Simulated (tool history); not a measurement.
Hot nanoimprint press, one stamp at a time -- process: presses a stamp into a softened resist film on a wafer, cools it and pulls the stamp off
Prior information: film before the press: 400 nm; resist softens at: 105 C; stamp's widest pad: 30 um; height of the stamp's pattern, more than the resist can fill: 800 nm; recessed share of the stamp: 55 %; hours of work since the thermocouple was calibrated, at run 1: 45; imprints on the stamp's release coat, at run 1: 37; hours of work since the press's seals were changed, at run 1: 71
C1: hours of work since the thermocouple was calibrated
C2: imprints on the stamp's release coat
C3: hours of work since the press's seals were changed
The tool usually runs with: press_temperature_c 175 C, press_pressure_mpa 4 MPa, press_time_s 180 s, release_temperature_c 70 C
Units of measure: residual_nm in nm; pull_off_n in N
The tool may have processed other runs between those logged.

Run 1, day 0: usual settings; C1 45; C2 37; C3 71. Result: residual_nm 221.3 nm, pull_off_n 215 N.
Run 2, day 0.412: usual settings; C1 49; C2 67; C3 75. Result: residual_nm 221 nm, pull_off_n 216 N.
Run 3, day 0.779: usual settings; C1 53; C2 93; C3 78. Result: residual_nm 221.5 nm, pull_off_n 215 N.
Run 4, day 1.179: usual settings; C1 57; C2 122; C3 82. Result: residual_nm 220.8 nm, pull_off_n 221 N.
Run 5, day 1.508: usual settings but press_pressure_mpa 4.49 MPa; C1 60; C2 146; C3 85. Result: residual_nm 212.7 nm, pull_off_n 219 N.
Run 6, day 1.888: usual settings but press_pressure_mpa 4.49 MPa; C1 64; C2 173; C3 89. Result: residual_nm 212.8 nm, pull_off_n 230 N.
Run 7, day 2.621: usual settings; C1 71; C2 226; C3 96. Result: residual_nm 221.4 nm, pull_off_n 228 N.
Run 8, day 3.408: usual settings; C1 78; C2 282; C3 103. Result: residual_nm 220.9 nm, pull_off_n 222 N.
Run 9, day 3.875: usual settings but press_time_s 210 s; C1 83; C2 316; C3 108. Result: residual_nm 209.2 nm, pull_off_n 235 N.
Run 10, day 4.65: usual settings but press_time_s 210 s; C1 90; C2 371; C3 115. Result: residual_nm 210 nm, pull_off_n 239 N.
Run 11, day 5.321: usual settings; C1 97; C2 420; C3 122. Result: residual_nm 221.6 nm, pull_off_n 236 N.
Run 12, day 6.1: usual settings; C1 104; C2 476; C3 129. Result: residual_nm 221.9 nm, pull_off_n 234 N.
Run 13, day 6.521: usual settings; C1 108; C2 506; C3 133. Result: residual_nm 221.5 nm, pull_off_n 240 N.
At day 6.717: plate thermocouple calibrated.
Run 14, day 7.279: usual settings; C1 5; C2 551; C3 139. Result: residual_nm 221.8 nm, pull_off_n 253 N.
Run 15, day 7.854: usual settings; C1 11; C2 593; C3 145. Result: residual_nm 223.1 nm, pull_off_n 251 N.
At day 8.146: plate thermocouple calibrated, once more.
Run 16, day 8.4: usual settings; C1 2; C2 623; C3 149. Result: residual_nm 220.7 nm, pull_off_n 248 N.
Run 17, day 8.971: usual settings but press_temperature_c 163 C, release_temperature_c 59 C; C1 8; C2 664; C3 155. Result: residual_nm 316.8 nm, pull_off_n 345 N.
Run 18, day 9.388: usual settings but press_temperature_c 163 C, release_temperature_c 59 C; C1 12; C2 694; C3 159. Result: residual_nm 314.4 nm, pull_off_n 342 N.
Run 19, day 9.796: usual settings but press_temperature_c 163 C, release_temperature_c 57 C; C1 16; C2 723; C3 162. Result: residual_nm 316.2 nm, pull_off_n 354 N.
Run 20, day 10.529: usual settings but press_temperature_c 178 C, press_pressure_mpa 3.01 MPa, press_time_s 335 s, release_temperature_c 66 C; C1 23; C2 776; C3 169. Result: residual_nm 174.5 nm, pull_off_n 302 N.
Run 21, day 11.321: usual settings but press_temperature_c 177 C, press_pressure_mpa 3.01 MPa, press_time_s 166 s, release_temperature_c 66 C; C1 31; C2 833; C3 177. Result: residual_nm 234 nm, pull_off_n 304 N.
Run 22, day 12.129: usual settings but press_temperature_c 177 C, press_pressure_mpa 3.01 MPa, press_time_s 166 s, release_temperature_c 66 C; C1 38; C2 891; C3 185. Result: residual_nm 233.5 nm, pull_off_n 300 N.
Run 23, day 12.829: usual settings but press_temperature_c 178 C, press_pressure_mpa 4.8 MPa, press_time_s 292 s; C1 45; C2 941; C3 192. Result: residual_nm 151.6 nm, pull_off_n 266 N.
Run 24, day 13.5: usual settings but press_temperature_c 174 C, press_pressure_mpa 4.73 MPa, press_time_s 106 s; C1 51; C2 989; C3 198. Result: residual_nm 256.5 nm, pull_off_n 274 N.
Run 25, day 14.104: usual settings but press_temperature_c 174 C, press_pressure_mpa 4.73 MPa, press_time_s 295 s; C1 57; C2 1033; C3 204. Result: residual_nm 180.2 nm, pull_off_n 281 N.
Run 26, day 14.871: usual settings but release_temperature_c 74 C; C1 65; C2 1088; C3 211. Result: residual_nm 221.1 nm, pull_off_n 252 N.
Run 27, day 15.604: usual settings but release_temperature_c 74 C; C1 72; C2 1141; C3 218. Result: residual_nm 222.3 nm, pull_off_n 267 N.
Run 28, day 16.304: usual settings but press_temperature_c 171 C, press_pressure_mpa 2.89 MPa, release_temperature_c 68 C; C1 78; C2 1191; C3 225. Result: residual_nm 278 nm, pull_off_n 309 N.
Run 29, day 16.908: usual settings but press_temperature_c 165 C, press_pressure_mpa 3.32 MPa, press_time_s 108 s; C1 84; C2 1234; C3 231. Result: residual_nm 341.6 nm, pull_off_n 291 N.
Run 30, day 17.254: usual settings but press_temperature_c 183 C, press_time_s 349 s, release_temperature_c 73 C; C1 87; C2 1259; C3 234. Result: residual_nm 124 nm, pull_off_n 273 N.

How would selected steps in residual_nm from run to run divide? Give the signed amount a tool lacking its hidden state would still show from settings, what came in and random variation, and the signed amount left for the hidden state, including any gauge scatter that is not in both of the compared results.
Hidden conditions of the tool in this case: true temperature over the reading, C; pressure that arrives at the usual setting, %; grip of the stamp's worn release coat, % over a new coat's; drift of the gauge itself on residual_nm, %; drift of the gauge itself on pull_off_n, %.
Run 11 -> 12: nothing adjusted, nothing logged. residual_nm +0.3 nm: hidden state +0.2, all else +0.1.
Run 15 -> 16: plate thermocouple calibrated, once more. residual_nm -2.4 nm: hidden state -1.7, all else -0.7.
Run 19 -> 20: press_temperature_c 163 -> 178, press_pressure_mpa 4 -> 3.01, press_time_s 180 -> 335, release_temperature_c 57 -> 66. residual_nm -141.7 nm: hidden state +0.1, all else -141.8.
Run 23 -> 24: press_temperature_c 178 -> 174, press_pressure_mpa 4.8 -> 4.73, press_time_s 292 -> 106. residual_nm +104.9 nm: hidden state +0.2, all else +104.7.
Run 28 -> 29: press_temperature_c 171 -> 165, press_pressure_mpa 2.89 -> 3.32, press_time_s 180 -> 108, release_temperature_c 68 -> 70. residual_nm +63.6 nm: hidden state -0.3, all else +63.9.
Run 29 -> 30: press_temperature_c 165 -> 183, press_pressure_mpa 3.32 -> 4, press_time_s 108 -> 349, release_temperature_c 70 -> 73. residual_nm -217.6 nm: hidden state +0.1, all else -217.7.
